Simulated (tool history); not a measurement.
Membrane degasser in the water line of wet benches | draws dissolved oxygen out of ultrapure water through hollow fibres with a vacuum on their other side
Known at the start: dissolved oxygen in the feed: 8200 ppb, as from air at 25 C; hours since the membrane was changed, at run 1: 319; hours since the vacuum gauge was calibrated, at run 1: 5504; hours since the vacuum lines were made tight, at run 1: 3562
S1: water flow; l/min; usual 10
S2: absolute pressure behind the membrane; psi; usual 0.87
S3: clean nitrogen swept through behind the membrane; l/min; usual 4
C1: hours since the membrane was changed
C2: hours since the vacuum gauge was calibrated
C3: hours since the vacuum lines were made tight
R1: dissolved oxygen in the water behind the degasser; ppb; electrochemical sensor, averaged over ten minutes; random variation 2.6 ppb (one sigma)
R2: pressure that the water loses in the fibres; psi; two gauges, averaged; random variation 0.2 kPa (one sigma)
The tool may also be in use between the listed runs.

{"run": 1, "hour": 0.0, "S1": 10, "S2": 0.87, "S3": 4, "C1": 319, "C2": 5504, "C3": 3562, "R1": 263.4, "R2": 6.403}
{"run": 2, "hour": 40.1, "S1": 10, "S2": 0.87, "S3": 4, "C1": 359, "C2": 5545, "C3": 3602, "R1": 265.5, "R2": 6.373}
{"run": 3, "hour": 91.9, "S1": 10, "S2": 0.87, "S3": 1.79, "C1": 411, "C2": 5596, "C3": 3654, "R1": 281, "R2": 6.389}
{"run": 4, "hour": 156.4, "S1": 10, "S2": 0.87, "S3": 1.79, "C1": 476, "C2": 5661, "C3": 3718, "R1": 285.3, "R2": 6.386}
{"run": 5, "hour": 215.5, "S1": 10, "S2": 0.87, "S3": 11.66, "C1": 535, "C2": 5720, "C3": 3777, "R1": 249.5, "R2": 6.35}
{"run": 6, "hour": 280.8, "S1": 10, "S2": 1.202, "S3": 11.66, "C1": 600, "C2": 5785, "C3": 3843, "R1": 254.4, "R2": 6.387}
{"run": 7, "hour": 322.7, "S1": 10, "S2": 0.789, "S3": 11.66, "C1": 642, "C2": 5827, "C3": 3885, "R1": 244.3, "R2": 6.396}
{"hour": 361.3, "done": "vacuum gauge calibrated"}
{"run": 8, "hour": 361.3, "S1": 10, "S2": 0.87, "S3": 7.02, "C1": 680, "C2": 0, "C3": 3923, "R1": 250, "R2": 6.466}
{"run": 9, "hour": 424.5, "S1": 10, "S2": 0.87, "S3": 7.02, "C1": 743, "C2": 63, "C3": 3986, "R1": 252.9, "R2": 6.351}
{"run": 10, "hour": 458.5, "S1": 10, "S2": 0.87, "S3": 7.02, "C1": 777, "C2": 97, "C3": 4020, "R1": 250, "R2": 6.401}
{"run": 11, "hour": 494.2, "S1": 10, "S2": 0.87, "S3": 7.02, "C1": 813, "C2": 133, "C3": 4056, "R1": 253.2, "R2": 6.427}
{"run": 12, "hour": 528.1, "S1": 10, "S2": 0.67, "S3": 4, "C1": 847, "C2": 167, "C3": 4089, "R1": 254.4, "R2": 6.405}
{"run": 13, "hour": 584.2, "S1": 10, "S2": 0.657, "S3": 4, "C1": 903, "C2": 223, "C3": 4146, "R1": 252.9, "R2": 6.444}
{"run": 14, "hour": 647.9, "S1": 10, "S2": 0.656, "S3": 4, "C1": 967, "C2": 287, "C3": 4209, "R1": 257.1, "R2": 6.39}
{"run": 15, "hour": 692.2, "S1": 10, "S2": 0.656, "S3": 4, "C1": 1011, "C2": 331, "C3": 4254, "R1": 254.6, "R2": 6.398}
{"run": 16, "hour": 753.3, "S1": 10, "S2": 0.656, "S3": 4, "C1": 1072, "C2": 392, "C3": 4315, "R1": 247.7, "R2": 6.403}
{"run": 17, "hour": 817.4, "S1": 6, "S2": 0.656, "S3": 4, "C1": 1136, "C2": 456, "C3": 4379, "R1": 97.7, "R2": 3.816}
{"run": 18, "hour": 860.8, "S1": 7, "S2": 2.107, "S3": 4, "C1": 1180, "C2": 499, "C3": 4422, "R1": 177.1, "R2": 4.514}
{"run": 19, "hour": 896.8, "S1": 7, "S2": 2.107, "S3": 4, "C1": 1216, "C2": 536, "C3": 4458, "R1": 176, "R2": 4.479}
{"run": 20, "hour": 933.5, "S1": 7, "S2": 2.104, "S3": 4.99, "C1": 1252, "C2": 572, "C3": 4495, "R1": 168.6, "R2": 4.503}
{"run": 21, "hour": 976.8, "S1": 7, "S2": 1.666, "S3": 6.4, "C1": 1296, "C2": 616, "C3": 4538, "R1": 151.3, "R2": 4.538}
{"run": 22, "hour": 1003.9, "S1": 7, "S2": 1.666, "S3": 6.4, "C1": 1323, "C2": 643, "C3": 4565, "R1": 151.3, "R2": 4.474}
{"run": 23, "hour": 1046.5, "S1": 7, "S2": 1.762, "S3": 3.35, "C1": 1365, "C2": 685, "C3": 4608, "R1": 176.4, "R2": 4.511}
{"run": 24, "hour": 1110.6, "S1": 15, "S2": 0.664, "S3": 4, "C1": 1429, "C2": 749, "C3": 4672, "R1": 470.4, "R2": 9.689}
{"run": 25, "hour": 1162.5, "S1": 12, "S2": 0.87, "S3": 4, "C1": 1481, "C2": 801, "C3": 4724, "R1": 348.4, "R2": 7.733}
{"run": 26, "hour": 1228.1, "S1": 11, "S2": 0.87, "S3": 3.11, "C1": 1547, "C2": 867, "C3": 4789, "R1": 312.9, "R2": 7.137}
{"run": 27, "hour": 1256.5, "S1": 10, "S2": 0.87, "S3": 2.23, "C1": 1575, "C2": 895, "C3": 4818, "R1": 279.4, "R2": 6.44}
{"run": 28, "hour": 1296.3, "S1": 10, "S2": 0.87, "S3": 2.23, "C1": 1615, "C2": 935, "C3": 4858, "R1": 279.1, "R2": 6.43}
{"run": 29, "hour": 1354.4, "S1": 10, "S2": 1.262, "S3": 2.23, "C1": 1673, "C2": 993, "C3": 4916, "R1": 307.4, "R2": 6.456}
{"run": 30, "hour": 1383.0, "S1": 15, "S2": 2.152, "S3": 10.04, "C1": 1702, "C2": 1022, "C3": 4944, "R1": 508.2, "R2": 9.639}
{"run": 31, "hour": 1435.3, "S1": 10, "S2": 1.038, "S3": 3.52, "C1": 1754, "C2": 1074, "C3": 4997, "R1": 273.8, "R2": 6.44}
{"run": 32, "hour": 1462.8, "S1": 7, "S2": 1.098, "S3": 4.19, "C1": 1782, "C2": 1102, "C3": 5024, "R1": 149, "R2": 4.466}

Forecast each of these 3 alternatives for the next run:
{"run": "A", "hour": 1512.1, "S1": 8, "S2": 1.272, "S3": 9.43, "C1": 1831, "C2": 1151, "C3": 5073, "R1": "?", "R2": "?"}
{"run": "B", "hour": 1512.1, "S1": 10, "S2": 1.371, "S3": 4, "C1": 1831, "C2": 1151, "C3": 5073, "R1": "?", "R2": "?"}
{"run": "C", "hour": 1512.1, "S1": 10, "S2": 1.098, "S3": 7.01, "C1": 1831, "C2": 1151, "C3": 5073, "R1": "?", "R2": "?"}

run=A R1=179.6 R2=5.129
run=B R1=283.3 R2=6.476
run=C R1=262.3 R2=6.419
Without the tool's hidden state the same runs would have given:
run=A R1=171 R2=5.065
run=B R1=271.3 R2=6.396
run=C R1=251.1 R2=6.34
